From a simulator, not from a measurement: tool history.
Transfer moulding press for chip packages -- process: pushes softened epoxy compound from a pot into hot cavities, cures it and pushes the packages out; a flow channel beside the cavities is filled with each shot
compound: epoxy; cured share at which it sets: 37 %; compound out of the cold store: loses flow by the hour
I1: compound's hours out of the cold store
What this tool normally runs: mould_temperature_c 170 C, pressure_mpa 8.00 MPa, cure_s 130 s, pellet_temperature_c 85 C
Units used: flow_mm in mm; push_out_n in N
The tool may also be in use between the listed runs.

Run 1, hour 0.0: usual settings; I1 24.2. Result: flow_mm 726 mm, push_out_n 423 N.
At hour 36.0: cavities cleaned with cleaning compound and waxed.
Run 2, hour 36.0: usual settings; I1 17.9. Result: flow_mm 730 mm, push_out_n 266 N.
At hour 56.3: plunger's sealing rings changed.
Run 3, hour 60.5: usual settings; I1 19.1. Result: flow_mm 766 mm, push_out_n 359 N.
At hour 84.9: mould's thermocouples calibrated.
Run 4, hour 100.4: usual settings but pellet_temperature_c 79 C; I1 39.6. Result: flow_mm 727 mm, push_out_n 431 N.
At hour 121.2: cavities cleaned with cleaning compound and waxed.
Run 5, hour 156.1: usual settings but cure_s 120 s; I1 22.6. Result: flow_mm 749 mm, push_out_n 390 N.
At hour 200.6: cavities cleaned with cleaning compound and waxed.
Run 6, hour 201.1: usual settings but cure_s 120 s; I1 33.6. Result: flow_mm 732 mm, push_out_n 279 N.
Run 7, hour 244.1: usual settings but mould_temperature_c 165 C, cure_s 120 s; I1 30.2. Result: flow_mm 750 mm, push_out_n 563 N.
At hour 278.6: cavities cleaned with cleaning compound and waxed.
Run 8, hour 292.9: usual settings; I1 19.9. Result: flow_mm 742 mm, push_out_n 327 N.
Run 9, hour 325.6: usual settings; I1 26.5. Result: flow_mm 735 mm, push_out_n 431 N.
Run 10, hour 349.5: usual settings but pressure_mpa 7.75 MPa; I1 25.2. Result: flow_mm 725 mm, push_out_n 443 N.
At hour 358.0: cavities cleaned with cleaning compound and waxed.
Run 11, hour 374.4: usual settings but pressure_mpa 7.75 MPa; I1 39.1. Result: flow_mm 702 mm, push_out_n 328 N.
Run 12, hour 422.9: usual settings but pressure_mpa 8.65 MPa; I1 11.6. Result: flow_mm 775 mm, push_out_n 458 N.
At hour 440.0: cavities cleaned with cleaning compound and waxed.
Run 13, hour 450.8: usual settings but pressure_mpa 8.65 MPa; I1 11.5. Result: flow_mm 777 mm, push_out_n 322 N.
Run 14, hour 500.9: usual settings but pressure_mpa 8.65 MPa, cure_s 133 s; I1 47.3. Result: flow_mm 716 mm, push_out_n 443 N.
At hour 518.4: cavities cleaned with cleaning compound and waxed.
Run 15, hour 551.1: usual settings but mould_temperature_c 175 C, pressure_mpa 8.16 MPa; I1 43.9. Result: flow_mm 687 mm, push_out_n 358 N.
At hour 597.3: cavities cleaned with cleaning compound and waxed.
Run 16, hour 602.2: usual settings but mould_temperature_c 171 C, pressure_mpa 8.16 MPa, pellet_temperature_c 93 C; I1 10.5. Result: flow_mm 744 mm, push_out_n 275 N.
At hour 624.0: plunger's sealing rings changed.
Run 17, hour 633.0: usual settings but mould_temperature_c 165 C, cure_s 135 s; I1 31.4. Result: flow_mm 761 mm, push_out_n 456 N.
At hour 682.2: cavities cleaned with cleaning compound and waxed.
Run 18, hour 685.6: usual settings but mould_temperature_c 165 C, cure_s 135 s; I1 18.6. Result: flow_mm 781 mm, push_out_n 343 N.
Run 19, hour 732.2: usual settings but mould_temperature_c 164 C, pressure_mpa 7.54 MPa, cure_s 135 s; I1 16.1. Result: flow_mm 760 mm, push_out_n 561 N.
At hour 760.3: cavities cleaned with cleaning compound and waxed.
Run 20, hour 776.5: usual settings but mould_temperature_c 164 C, pressure_mpa 7.54 MPa, cure_s 135 s; I1 10.7. Result: flow_mm 760 mm, push_out_n 453 N.
At hour 794.7: mould's thermocouples calibrated.
Run 21, hour 813.7: usual settings but mould_temperature_c 164 C, pressure_mpa 6.62 MPa, cure_s 137 s; I1 33.5. Result: flow_mm 676 mm, push_out_n 498 N.
At hour 843.6: cavities cleaned with cleaning compound and waxed.
Run 22, hour 850.3: usual settings but mould_temperature_c 164 C, pressure_mpa 6.62 MPa, cure_s 137 s; I1 17.8. Result: flow_mm 698 mm, push_out_n 350 N.
Run 23, hour 879.9: usual settings but pressure_mpa 9.45 MPa, cure_s 126 s, pellet_temperature_c 83 C; I1 23.2. Result: flow_mm 800 mm, push_out_n 400 N.
Run 24, hour 915.4: usual settings but pressure_mpa 8.50 MPa, cure_s 164 s, pellet_temperature_c 90 C; I1 26.4. Result: flow_mm 754 mm, push_out_n 419 N.
At hour 922.4: cavities cleaned with cleaning compound and waxed.
Run 25, hour 943.4: usual settings but pressure_mpa 8.50 MPa, cure_s 164 s, pellet_temperature_c 90 C; I1 35.4. Result: flow_mm 739 mm, push_out_n 339 N.
Run 26, hour 990.5: usual settings but mould_temperature_c 166 C, pressure_mpa 6.90 MPa, pellet_temperature_c 90 C; I1 37.1. Result: flow_mm 669 mm, push_out_n 479 N.
At hour 1002.8: cavities cleaned with cleaning compound and waxed.
Run 27, hour 1020.9: usual settings but mould_temperature_c 166 C, pressure_mpa 6.90 MPa, pellet_temperature_c 90 C; I1 12.6. Result: flow_mm 707 mm, push_out_n 407 N.

The logged runs with the hidden state left out (each run's random variation unchanged):
The tool's hidden condition here consists of: true mould temperature over the reading, C; pressure that reaches the compound, % of what is set; grip of the stained cavities, % over clean ones'; drift of the gauge itself on flow_mm, %; drift of the gauge itself on push_out_n, %.
run  flow_mm  push_out_n
  1      760         251
  2      767         257
  3      766         257
  4      733         254
  5      758         259
  6      745         273
  7      766         351
  8      761         253
  9      756         263
 10      747         246
 11      725         257
 12      804         266
 13      808         262
 14      748         257
 15      721         243
 16      785         250
 17      762         297
 18      786         302
 19      768         330
 20      771         333
 21      691         304
 22      716         311
 23      823         261
 24      778         240
 25      763         248
 26      694         271
 27      735         312
